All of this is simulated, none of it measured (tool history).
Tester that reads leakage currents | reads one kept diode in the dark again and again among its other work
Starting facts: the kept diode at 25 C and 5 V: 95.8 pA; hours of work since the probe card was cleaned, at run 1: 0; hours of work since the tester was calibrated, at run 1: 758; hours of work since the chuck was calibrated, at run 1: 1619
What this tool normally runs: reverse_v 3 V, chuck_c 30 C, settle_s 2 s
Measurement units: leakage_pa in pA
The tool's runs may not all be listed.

run    hour  reverse_v  chuck_c  settle_s  hours of work since the probe card was cleaned  hours of work since the tester was calibrated  hours of work since the chuck was calibrated  leakage_pa
  1       0          3       30         2                                               0                                            758                                          1619      109.48
  2     168          3       29         2                                             125                                            883                                          1744      100.99
  3   322.3          3       29         2                                             239                                            997                                          1858      101.18
  4   421.7          3       29         2                                             313                                           1071                                          1932      100.71
  5     624          3       29         2                                             463                                           1221                                          2082       100.3
  6   753.6          3       30       0.6                                             559                                           1317                                          2178      108.46
      810.1  -- chuck's temperature calibrated
  7     860          3       23         2                                             636                                           1394                                            37       65.99
  8  1056.2          3       23         2                                             782                                           1540                                           182       65.73
  9  1160.5          3       39         2                                             859                                           1617                                           260      241.89
 10  1339.6          3       39         2                                             992                                           1750                                           392      240.85
 11  1544.5          3       39         2                                            1144                                           1902                                           544      238.72
 12  1696.8          3       30      0.59                                            1256                                           2015                                           657      116.72
 13  1832.3          3       30      0.59                                            1357                                           2115                                           758      116.85
 14  2027.2          3       30         2                                            1501                                           2259                                           902      115.63
 15    2138          3       30         2                                            1584                                           2342                                           984      115.19
 16    2350          3       30         2                                            1741                                           2499                                          1142      114.99
 17  2539.6          3       31         2                                            1881                                           2639                                          1282      124.47
 18  2695.6       1.15       37      1.17                                            1997                                           2755                                          1398      130.91
 19  2902.8       1.15       37      1.17                                            2151                                           2909                                          1551      130.47
 20  3064.7       1.15       37       4.1                                            2271                                           3029                                          1671      128.39
 21  3220.9          3       24         2                                            2386                                           3144                                          1787       69.58
 22  3401.2          3       30      1.13                                            2520                                           3278                                          1921      113.38
 23  3535.1       4.41       50      0.42                                            2619                                           3377                                          2020      618.37
 24  3636.4       4.41       50      0.52                                            2694                                           3452                                          2095      616.75
     3790.4  -- chuck's temperature calibrated
     3840.9  -- probe card cleaned and baked
 25  3845.4       2.69       43      0.37                                               3                                           3604                                            39      313.24
 26  4013.3       2.69       43      0.37                                             128                                           3728                                           163      313.62
     4126.3  -- tester calibrated
 27  4186.4       2.69       43      0.37                                             255                                             45                                           290      307.56
 28  4392.7       2.49       46      1.52                                             408                                            197                                           443      373.49
 29  4510.9       1.04       31      1.52                                             495                                            285                                           530       78.23
 30  4731.7       1.04       31      1.52                                             659                                            449                                           694       77.95
 31  4833.4       2.19       36      0.41                                             734                                            524                                           770      162.04

3 ways to go on from here, each from the tool as it stands after run 31. What would each give?
  A  4960.2       2.19       28      0.41                                             828                                            618                                           864           ?
  B  4960.2       3.23       28      1.69                                             828                                            618                                           864           ?
  C  4960.2       2.87       36      0.41                                             828                                            618                                           864           ?

run  leakage_pa
  A       84.49
  B       99.52
  C      180.95
Had the tool no hidden state, the same runs would have come out as:
run  leakage_pa
  A       87.15
  B      102.43
  C      186.96
